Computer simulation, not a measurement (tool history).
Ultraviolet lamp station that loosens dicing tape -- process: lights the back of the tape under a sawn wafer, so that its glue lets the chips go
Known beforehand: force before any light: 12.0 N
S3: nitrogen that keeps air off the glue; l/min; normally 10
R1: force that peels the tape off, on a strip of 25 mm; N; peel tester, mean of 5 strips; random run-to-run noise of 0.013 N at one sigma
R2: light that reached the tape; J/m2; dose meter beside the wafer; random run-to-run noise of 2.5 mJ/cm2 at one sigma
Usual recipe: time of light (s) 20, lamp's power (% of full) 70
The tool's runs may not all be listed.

run 1 day=0.000 | time_of_light_(s)=20 lamp's_power_(%_of_full)=70 S3=10 | R1=0.784 R2=2660
run 2 day=0.558 | time_of_light_(s)=20 lamp's_power_(%_of_full)=70 S3=10 | R1=0.792 R2=2700
run 3 day=0.900 | time_of_light_(s)=20 lamp's_power_(%_of_full)=70 S3=10 | R1=0.789 R2=2630
run 4 day=1.479 | time_of_light_(s)=20 lamp's_power_(%_of_full)=70 S3=10 | R1=0.817 R2=2640
run 5 day=2.000 | time_of_light_(s)=20 lamp's_power_(%_of_full)=70 S3=10 | R1=0.821 R2=2670
run 6 day=2.479 | time_of_light_(s)=20 lamp's_power_(%_of_full)=70 S3=10 | R1=0.818 R2=2620
run 7 day=2.808 | time_of_light_(s)=20 lamp's_power_(%_of_full)=70 S3=10 | R1=0.802 R2=2640
run 8 day=3.088 | time_of_light_(s)=20 lamp's_power_(%_of_full)=70 S3=10 | R1=0.793 R2=2590
run 9 day=3.533 | time_of_light_(s)=20 lamp's_power_(%_of_full)=70 S3=10 | R1=0.804 R2=2620
run 10 day=3.900 | time_of_light_(s)=20 lamp's_power_(%_of_full)=70 S3=10 | R1=0.796 R2=2610
run 11 day=4.175 | time_of_light_(s)=20 lamp's_power_(%_of_full)=70 S3=10 | R1=0.824 R2=2610
run 12 day=4.583 | time_of_light_(s)=20 lamp's_power_(%_of_full)=70 S3=10 | R1=0.848 R2=2580
run 13 day=5.054 | time_of_light_(s)=20 lamp's_power_(%_of_full)=70 S3=6 | R1=1.276 R2=2620
run 14 day=5.342 | time_of_light_(s)=20 lamp's_power_(%_of_full)=70 S3=6 | R1=1.243 R2=2580
run 15 day=5.888 | time_of_light_(s)=20 lamp's_power_(%_of_full)=70 S3=6 | R1=1.279 R2=2530
run 16 day=6.496 | time_of_light_(s)=20 lamp's_power_(%_of_full)=70 S3=4 | R1=1.711 R2=2570
run 17 day=7.029 | time_of_light_(s)=20 lamp's_power_(%_of_full)=70 S3=4 | R1=1.664 R2=2540
run 18 day=7.617 | time_of_light_(s)=20 lamp's_power_(%_of_full)=70 S3=4 | R1=1.770 R2=2550
run 19 day=7.896 | time_of_light_(s)=20 lamp's_power_(%_of_full)=91 S3=10 | R1=0.441 R2=3320
run 20 day=8.196 | time_of_light_(s)=20 lamp's_power_(%_of_full)=62 S3=10 | R1=1.162 R2=2270
run 21 day=8.625 | time_of_light_(s)=20 lamp's_power_(%_of_full)=62 S3=10 | R1=1.185 R2=2250
run 22 day=9.042 | time_of_light_(s)=20 lamp's_power_(%_of_full)=62 S3=10 | R1=1.125 R2=2220
run 23 day=9.438 | time_of_light_(s)=31 lamp's_power_(%_of_full)=70 S3=10 | R1=0.287 R2=3930
run 24 day=9.967 | time_of_light_(s)=31 lamp's_power_(%_of_full)=72 S3=9 | R1=0.298 R2=4000
run 25 day=10.358 | time_of_light_(s)=29 lamp's_power_(%_of_full)=72 S3=18 | R1=0.233 R2=3790
run 26 day=10.762 | time_of_light_(s)=39 lamp's_power_(%_of_full)=94 S3=9 | R1=0.148 R2=6580
run 27 day=11.267 | time_of_light_(s)=10 lamp's_power_(%_of_full)=60 S3=7 | R1=4.121 R2=1100
run 28 day=11.754 | time_of_light_(s)=10 lamp's_power_(%_of_full)=60 S3=7 | R1=4.349 R2=1060
run 29 day=12.367 | time_of_light_(s)=20 lamp's_power_(%_of_full)=96 S3=9 | R1=0.463 R2=3400
-- day=12.412 window cleaned of glue's vapour
run 30 day=13.012 | time_of_light_(s)=11 lamp's_power_(%_of_full)=93 S3=12 | R1=1.689 R2=1740

Run 31 is up next; what results do you expect?
run 31 day=13.538 | time_of_light_(s)=11 lamp's_power_(%_of_full)=84 S3=8 | R1=? R2=?

R1: 2.484 N
R2: 1570 J/m2
Had the tool carried no hidden state, the very same run would have given R1 1.728 N, R2 1950 J/m2.
